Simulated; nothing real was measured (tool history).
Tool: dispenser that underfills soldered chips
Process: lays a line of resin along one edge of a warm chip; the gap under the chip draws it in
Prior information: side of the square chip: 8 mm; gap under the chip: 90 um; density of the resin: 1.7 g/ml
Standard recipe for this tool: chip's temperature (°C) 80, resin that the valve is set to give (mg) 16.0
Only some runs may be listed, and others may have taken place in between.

run   hour  chip's temperature (°C)  resin that the valve is set to give (mg)  time until the resin shows at the far edge (s)  resin that the valve gave (mg)
  1    0.0                       80                                      16.0                                             9.9                           15.60
  2    7.6                       80                                      16.0                                            13.6                           15.58
  3   12.6                       80                                      19.1                                            16.9                           18.63
      19.1  -- new syringe of resin
  4   21.0                       80                                      16.0                                            10.1                           15.72
  5   28.4                       80                                      18.2                                            14.3                           17.75
  6   32.6                       80                                      18.2                                            17.6                           17.46
  7   36.7                       80                                      18.2                                            20.5                           17.57
      37.7  -- new syringe of resin
  8   44.7                       80                                      18.2                                            13.6                           17.60
  9   53.8                       80                                      18.2                                            19.3                           17.50
      56.5  -- new syringe of resin
 10   63.2                       80                                      18.2                                            13.3                           17.55
 11   70.5                       80                                      18.2                                            17.6                           17.43
      75.6  -- new syringe of resin
 12   75.6                       85                                      16.0                                             8.0                           15.23
 13   84.5                       80                                      14.9                                            14.5                           14.04
 14   89.5                       80                                      15.5                                            18.1                           14.65
      94.3  -- new syringe of resin
 15   96.3                       65                                      13.7                                            19.4                           12.88
 16  100.5                       65                                      13.7                                            22.7                           12.93

What will run 17 give?
 17  106.5                       65                                      13.7                                               ?                               ?

{"run 17": {"time until the resin shows at the far edge (s)": 29.1, "resin that the valve gave (mg)": 12.79}}
The same run, on a tool lacking any hidden state, would have yielded time until the resin shows at the far edge (s) 16.5, resin that the valve gave (mg) 13.62.
